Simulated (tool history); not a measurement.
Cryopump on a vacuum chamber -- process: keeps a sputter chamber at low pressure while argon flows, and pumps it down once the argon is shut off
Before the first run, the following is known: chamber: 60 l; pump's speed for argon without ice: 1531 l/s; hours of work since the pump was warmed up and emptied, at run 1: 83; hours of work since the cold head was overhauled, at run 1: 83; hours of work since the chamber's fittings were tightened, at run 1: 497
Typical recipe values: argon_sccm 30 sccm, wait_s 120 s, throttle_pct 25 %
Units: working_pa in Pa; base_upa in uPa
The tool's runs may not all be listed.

run,hour,argon_sccm,wait_s,throttle_pct,hours of work since the pump was warmed up and emptied,hours of work since the cold head was overhauled,hours of work since the chamber's fittings were tightened,working_pa,base_upa
1,0.0,30,120,25,83,83,497,0.1319,1.55
2,11.8,30,120,25,90,90,504,0.1328,1.51
3,28.2,30,120,25,99,99,513,0.1327,1.49
4,36.9,30,47,25,104,104,517,0.1337,2.15
5,50.6,30,47,25,111,111,525,0.1347,2.17
6,62.1,30,47,25,117,117,531,0.1314,2.19
7,75.0,30,120,25,124,124,538,0.1333,1.56
8,83.1,30,108,25,129,129,542,0.1333,1.64
9,98.6,33,20,31,137,137,551,0.1187,3.66
10,114.8,33,20,31,146,146,560,0.1196,3.62
11,124.8,33,20,31,151,151,565,0.1195,3.75
12,139.5,33,20,31,159,159,573,0.1181,3.82
13,148.5,58,32,25,164,164,578,0.2574,2.81
14,160.4,30,44,25,171,171,585,0.1349,2.43
15,176.4,23,114,25,179,179,593,0.1021,1.73

Below, some changes in working_pa between adjacent runs. For each, the amount present without the hidden state too (settings, incoming material, random variation) and the amount remaining for the hidden state with gauge scatter not shared by both compared results:
Hidden state at play: pump's speed, % of a pump's without ice; cold plate's temperature, K; leak into the chamber, uPa l/s; drift of the gauge itself on working_pa, %; drift of the gauge itself on base_upa, %.
Run 12 -> 13: argon_sccm 33 -> 58, wait_s 20 -> 32, throttle_pct 31 -> 25. working_pa +0.1393 Pa: hidden state +0.0010, all else +0.1383.

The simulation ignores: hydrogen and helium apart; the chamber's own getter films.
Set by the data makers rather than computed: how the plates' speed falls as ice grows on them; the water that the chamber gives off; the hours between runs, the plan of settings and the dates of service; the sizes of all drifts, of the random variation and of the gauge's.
